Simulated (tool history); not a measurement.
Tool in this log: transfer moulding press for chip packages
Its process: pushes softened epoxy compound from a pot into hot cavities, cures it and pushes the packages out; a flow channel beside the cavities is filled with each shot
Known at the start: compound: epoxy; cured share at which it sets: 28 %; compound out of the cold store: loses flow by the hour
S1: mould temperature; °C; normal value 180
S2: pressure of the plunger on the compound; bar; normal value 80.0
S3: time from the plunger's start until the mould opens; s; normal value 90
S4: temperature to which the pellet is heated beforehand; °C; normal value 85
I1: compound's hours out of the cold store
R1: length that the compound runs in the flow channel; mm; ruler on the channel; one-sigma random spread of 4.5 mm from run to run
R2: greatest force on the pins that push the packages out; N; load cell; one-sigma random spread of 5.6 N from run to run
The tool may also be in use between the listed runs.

| run | hour | S1 | S2 | S3 | S4 | I1 | R1 | R2 |
|---|---|---|---|---|---|---|---|---|
| 1 | 0.0 | 180 | 80.0 | 90 | 85 | 12.7 | 974 | 244 |
| 2 | 27.2 | 180 | 80.0 | 90 | 85 | 26.5 | 906 | 353 |
| 3 | 45.3 | 180 | 80.0 | 90 | 85 | 34.9 | 859 | 387 |
|  | 60.9 | cavities cleaned with cleaning compound and waxed |
| 4 | 66.5 | 180 | 80.0 | 90 | 85 | 41.8 | 831 | 236 |
| 5 | 86.8 | 180 | 80.0 | 90 | 85 | 32.4 | 867 | 338 |
| 6 | 116.1 | 180 | 80.0 | 90 | 85 | 22.0 | 903 | 401 |
|  | 129.7 | cavities cleaned with cleaning compound and waxed |
| 7 | 138.9 | 180 | 80.0 | 79 | 85 | 41.8 | 816 | 293 |
| 8 | 155.8 | 180 | 80.0 | 79 | 85 | 12.0 | 930 | 404 |
|  | 171.6 | plunger's sealing rings changed |
| 9 | 172.2 | 180 | 80.0 | 79 | 85 | 28.8 | 914 | 443 |
|  | 200.4 | cavities cleaned with cleaning compound and waxed |
| 10 | 202.2 | 180 | 80.0 | 122 | 85 | 8.4 | 998 | 190 |
| 11 | 222.1 | 180 | 80.0 | 122 | 85 | 43.8 | 845 | 282 |
| 12 | 243.3 | 180 | 80.0 | 122 | 85 | 29.3 | 916 | 325 |
|  | 268.3 | cavities cleaned with cleaning compound and waxed |
| 13 | 270.9 | 180 | 80.0 | 101 | 90 | 29.9 | 889 | 208 |
| 14 | 295.7 | 180 | 67.6 | 101 | 90 | 45.0 | 769 | 320 |
| 15 | 312.4 | 180 | 67.6 | 101 | 90 | 43.5 | 765 | 362 |
| 16 | 327.2 | 180 | 80.0 | 112 | 76 | 17.7 | 933 | 354 |
|  | 336.0 | cavities cleaned with cleaning compound and waxed |
| 17 | 345.2 | 181 | 97.5 | 93 | 81 | 9.6 | 1067 | 251 |
| 18 | 359.2 | 181 | 62.0 | 93 | 76 | 11.7 | 838 | 317 |
| 19 | 374.5 | 182 | 80.0 | 128 | 85 | 31.1 | 876 | 327 |
| 20 | 400.8 | 180 | 80.0 | 90 | 85 | 15.9 | 929 | 411 |
|  | 404.9 | cavities cleaned with cleaning compound and waxed |
| 21 | 425.8 | 180 | 80.0 | 90 | 85 | 42.6 | 818 | 309 |
| 22 | 454.4 | 180 | 90.4 | 99 | 86 | 47.8 | 845 | 339 |

How would selected steps in R1 from run to run divide? Give the signed amount a tool lacking its hidden state would still show from settings, what came in and random variation, and the signed amount left for the hidden state, including any gauge scatter that is not in both of the compared results.
What the log doesn't record here: true mould temperature over the reading, C; pressure that reaches the compound, % of what is set; grip of the stained cavities, % over clean ones'; drift of the gauge itself on flow_mm, %; drift of the gauge itself on push_out_n, %.
Run 7 -> 8: settings left as they were, no log entry in between. R1 +114 mm: hidden state -11, all else +125.
Run 8 -> 9: plunger's sealing rings changed. R1 -16 mm: hidden state +56, all else -72.
Run 15 -> 16: S2 67.6 -> 80.0, S3 101 -> 112, S4 90 -> 76. R1 +168 mm: hidden state -8, all else +176.
Run 17 -> 18: S2 97.5 -> 62.0, S4 81 -> 76. R1 -229 mm: hidden state +5, all else -234.

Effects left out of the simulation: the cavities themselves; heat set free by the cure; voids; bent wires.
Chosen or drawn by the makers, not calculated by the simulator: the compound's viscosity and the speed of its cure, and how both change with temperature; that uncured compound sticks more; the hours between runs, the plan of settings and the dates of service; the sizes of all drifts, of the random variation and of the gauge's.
